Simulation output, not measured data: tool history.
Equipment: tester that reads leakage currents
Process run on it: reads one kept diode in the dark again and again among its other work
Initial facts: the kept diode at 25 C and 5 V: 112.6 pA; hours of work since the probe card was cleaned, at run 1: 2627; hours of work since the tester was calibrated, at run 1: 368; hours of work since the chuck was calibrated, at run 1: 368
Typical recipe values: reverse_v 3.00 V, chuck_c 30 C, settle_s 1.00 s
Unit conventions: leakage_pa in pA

run   hour  reverse_v  chuck_c  settle_s  hours of work since the probe card was cleaned  hours of work since the tester was calibrated  hours of work since the chuck was calibrated  leakage_pa
  1    0.0       3.00       30      1.00                                            2627                                            368                                           368      133.82
  2   29.2       3.00       30      1.00                                            2650                                            392                                           392      134.64
  3   53.1       3.00       30      1.00                                            2669                                            411                                           411      134.87
  4   68.6       6.12       30      1.00                                            2681                                            423                                           423      201.29
  5   87.7       6.12       30      1.00                                            2697                                            438                                           438      200.36
  6  103.0       3.00       30      1.00                                            2709                                            450                                           450      135.62
     107.7  -- probe card cleaned and baked
  7  124.3       1.07       30      1.00                                              13                                            465                                           465       78.06
  8  143.3       2.17       30      1.00                                              28                                            480                                           480      114.91
  9  160.2      13.14       24      1.59                                              42                                            493                                           493      208.82
     170.3  -- probe card cleaned and baked, once more
 10  191.7      13.14       24      1.59                                              17                                            516                                           516      190.78
 11  207.1       2.23       34      0.59                                              29                                            528                                           528      153.39
 12  231.1      18.05       30      0.47                                              48                                            547                                           547      363.60

Hidden state at the last listed run before each entry between runs and at the first one after, where it differs:
In the gap between runs 6 and 7: probe card cleaned and baked (hour 107.7)
  stray current of the dirty probe card, pA a volt: 0.936 -> 1.493; true chuck temperature over the reading, C: 0.77 -> 0.79
  measured less the result without the state, leakage_pa: +9.96 -> +5.86 pA
In the gap between runs 9 and 10: probe card cleaned and baked, once more (hour 170.3)
  stray current of the dirty probe card, pA a volt: 1.503 -> 0.032; true chuck temperature over the reading, C: 0.84 -> 0.87
  measured less the result without the state, leakage_pa: +30.92 -> +12.24 pA

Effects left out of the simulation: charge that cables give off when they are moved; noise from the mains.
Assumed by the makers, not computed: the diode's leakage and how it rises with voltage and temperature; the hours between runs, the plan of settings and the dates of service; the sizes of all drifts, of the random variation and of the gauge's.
